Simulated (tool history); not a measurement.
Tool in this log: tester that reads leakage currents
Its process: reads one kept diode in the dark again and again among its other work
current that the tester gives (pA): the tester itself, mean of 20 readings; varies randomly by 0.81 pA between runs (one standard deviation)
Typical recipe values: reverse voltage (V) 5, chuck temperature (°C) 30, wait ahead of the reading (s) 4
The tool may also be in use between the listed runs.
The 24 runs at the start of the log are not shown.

run    hour  reverse voltage (V)  chuck temperature (°C)  wait ahead of the reading (s)  current that the tester gives (pA)
 25  1608.3                    5                      30                           1.38                              272.64
 26    1662                    5                      30                           1.38                              273.11
 27  1711.8                    5                      22                           0.98                              134.86
 28  1754.1                    5                      22                           0.98                              134.64
 29  1837.9                    5                      21                           0.47                              123.59
 30  1922.4                 6.56                      21                           0.79                              143.88
 31  1968.6                 6.56                      21                           0.79                              144.39
 32  2036.4                    5                      27                           1.84                              209.39
 33  2078.9                    5                      27                           1.84                              209.03
 34  2126.3                 6.88                      39                           1.84                              690.55
 35  2171.1                 6.88                      39                           1.84                              690.66
 36  2251.6                 6.88                      32                           0.34                              383.06
 37  2329.2                 6.64                      60                           0.34                             3565.62
 38  2400.9                14.55                      60                           1.03                              5297.3
 39  2489.8                    5                      21                              4                              124.08
 40  2587.8                 1.67                      45                              4                              542.92

What if the next run were any one of these 3? Each begins from the tool's condition after run 40:
  A  2639.2                  7.2                      30                           2.06                                   ?
  B  2639.2                 1.67                      46                              4                                   ?
  C  2639.2                 1.67                      40                              4                                   ?

run  current that the tester gives (pA)
  A                              326.59
  B                              589.29
  C                               360.5
Take away the tool's hidden state, keep each run's random variation, and the runs would have read:
run  current that the tester gives (pA)
  A                              320.82
  B                              608.16
  C                              370.87
